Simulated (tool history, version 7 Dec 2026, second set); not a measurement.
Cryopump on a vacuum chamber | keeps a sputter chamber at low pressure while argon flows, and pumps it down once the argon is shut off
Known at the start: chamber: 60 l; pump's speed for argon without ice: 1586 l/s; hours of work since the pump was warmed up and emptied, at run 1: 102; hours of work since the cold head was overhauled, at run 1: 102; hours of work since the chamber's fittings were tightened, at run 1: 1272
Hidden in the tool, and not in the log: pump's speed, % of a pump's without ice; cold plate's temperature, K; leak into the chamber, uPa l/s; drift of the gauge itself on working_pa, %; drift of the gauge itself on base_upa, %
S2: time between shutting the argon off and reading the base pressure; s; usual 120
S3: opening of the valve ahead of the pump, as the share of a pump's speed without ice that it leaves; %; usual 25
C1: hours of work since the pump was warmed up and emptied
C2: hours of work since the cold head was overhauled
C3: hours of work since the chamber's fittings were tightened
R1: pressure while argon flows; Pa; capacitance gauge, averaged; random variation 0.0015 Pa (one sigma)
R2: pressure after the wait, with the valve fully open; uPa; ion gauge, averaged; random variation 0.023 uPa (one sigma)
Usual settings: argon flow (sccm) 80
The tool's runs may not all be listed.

{"run": 1, "hour": 0.0, "argon flow (sccm)": 80, "S2": 120, "S3": 25, "C1": 102, "C2": 102, "C3": 1272, "R1": 0.3438, "R2": 1.45}
{"run": 2, "hour": 29.1, "argon flow (sccm)": 80, "S2": 120, "S3": 25, "C1": 120, "C2": 120, "C3": 1290, "R1": 0.3453, "R2": 1.48}
{"run": 3, "hour": 68.8, "argon flow (sccm)": 80, "S2": 120, "S3": 25, "C1": 145, "C2": 145, "C3": 1315, "R1": 0.3464, "R2": 1.47}
{"run": 4, "hour": 90.2, "argon flow (sccm)": 80, "S2": 83, "S3": 25, "C1": 159, "C2": 159, "C3": 1329, "R1": 0.3471, "R2": 1.73}
{"run": 5, "hour": 129.5, "argon flow (sccm)": 58, "S2": 83, "S3": 25, "C1": 184, "C2": 184, "C3": 1353, "R1": 0.2538, "R2": 1.74}
{"run": 6, "hour": 158.6, "argon flow (sccm)": 80, "S2": 120, "S3": 51, "C1": 202, "C2": 202, "C3": 1372, "R1": 0.1747, "R2": 1.52}
{"run": 7, "hour": 177.0, "argon flow (sccm)": 80, "S2": 120, "S3": 51, "C1": 214, "C2": 214, "C3": 1383, "R1": 0.1746, "R2": 1.59}
{"run": 8, "hour": 198.5, "argon flow (sccm)": 80, "S2": 120, "S3": 25, "C1": 227, "C2": 227, "C3": 1397, "R1": 0.3487, "R2": 1.6}
{"run": 9, "hour": 230.6, "argon flow (sccm)": 44, "S2": 120, "S3": 25, "C1": 247, "C2": 247, "C3": 1417, "R1": 0.1926, "R2": 1.53}
{"hour": 247.0, "done": "leaking fittings of the chamber tightened, without venting"}
{"run": 10, "hour": 266.7, "argon flow (sccm)": 69, "S2": 120, "S3": 25, "C1": 269, "C2": 269, "C3": 12, "R1": 0.3009, "R2": 0.73}
{"run": 11, "hour": 299.0, "argon flow (sccm)": 69, "S2": 120, "S3": 25, "C1": 289, "C2": 289, "C3": 33, "R1": 0.3025, "R2": 0.76}
{"run": 12, "hour": 332.1, "argon flow (sccm)": 80, "S2": 120, "S3": 25, "C1": 310, "C2": 310, "C3": 54, "R1": 0.3509, "R2": 0.81}
{"run": 13, "hour": 357.5, "argon flow (sccm)": 80, "S2": 120, "S3": 25, "C1": 326, "C2": 326, "C3": 70, "R1": 0.3518, "R2": 0.78}
{"run": 14, "hour": 384.1, "argon flow (sccm)": 80, "S2": 120, "S3": 25, "C1": 343, "C2": 343, "C3": 87, "R1": 0.3553, "R2": 0.84}
{"run": 15, "hour": 401.3, "argon flow (sccm)": 80, "S2": 120, "S3": 25, "C1": 354, "C2": 354, "C3": 97, "R1": 0.356, "R2": 0.77}
{"run": 16, "hour": 422.8, "argon flow (sccm)": 80, "S2": 120, "S3": 25, "C1": 367, "C2": 367, "C3": 111, "R1": 0.356, "R2": 0.8}
{"run": 17, "hour": 440.7, "argon flow (sccm)": 80, "S2": 41, "S3": 25, "C1": 379, "C2": 379, "C3": 122, "R1": 0.3548, "R2": 1.82}
{"run": 18, "hour": 480.3, "argon flow (sccm)": 80, "S2": 41, "S3": 25, "C1": 404, "C2": 404, "C3": 147, "R1": 0.3571, "R2": 1.85}
{"hour": 521.5, "done": "pump warmed up, emptied and cooled again"}
{"run": 19, "hour": 521.6, "argon flow (sccm)": 41, "S2": 232, "S3": 25, "C1": 0, "C2": 427, "C3": 170, "R1": 0.1755, "R2": 0.56}
{"run": 20, "hour": 539.5, "argon flow (sccm)": 41, "S2": 232, "S3": 25, "C1": 11, "C2": 438, "C3": 182, "R1": 0.1758, "R2": 0.58}
{"run": 21, "hour": 568.6, "argon flow (sccm)": 108, "S2": 120, "S3": 25, "C1": 30, "C2": 456, "C3": 200, "R1": 0.4646, "R2": 0.82}
{"run": 22, "hour": 585.5, "argon flow (sccm)": 108, "S2": 120, "S3": 25, "C1": 40, "C2": 467, "C3": 211, "R1": 0.4647, "R2": 0.85}
{"run": 23, "hour": 619.2, "argon flow (sccm)": 55, "S2": 120, "S3": 19, "C1": 62, "C2": 488, "C3": 232, "R1": 0.3106, "R2": 0.85}
{"run": 24, "hour": 643.5, "argon flow (sccm)": 128, "S2": 120, "S3": 36, "C1": 77, "C2": 504, "C3": 247, "R1": 0.3868, "R2": 0.84}

Run 25 comes next. What will it give?
{"run": 25, "hour": 673.6, "argon flow (sccm)": 113, "S2": 120, "S3": 18, "C1": 96, "C2": 523, "C3": 266, "R1": "?", "R2": "?"}

R1: 0.6752 Pa
R2: 0.91 uPa
Without the tool's hidden state the same run would have given R1 0.6698 Pa, R2 0.74 uPa.
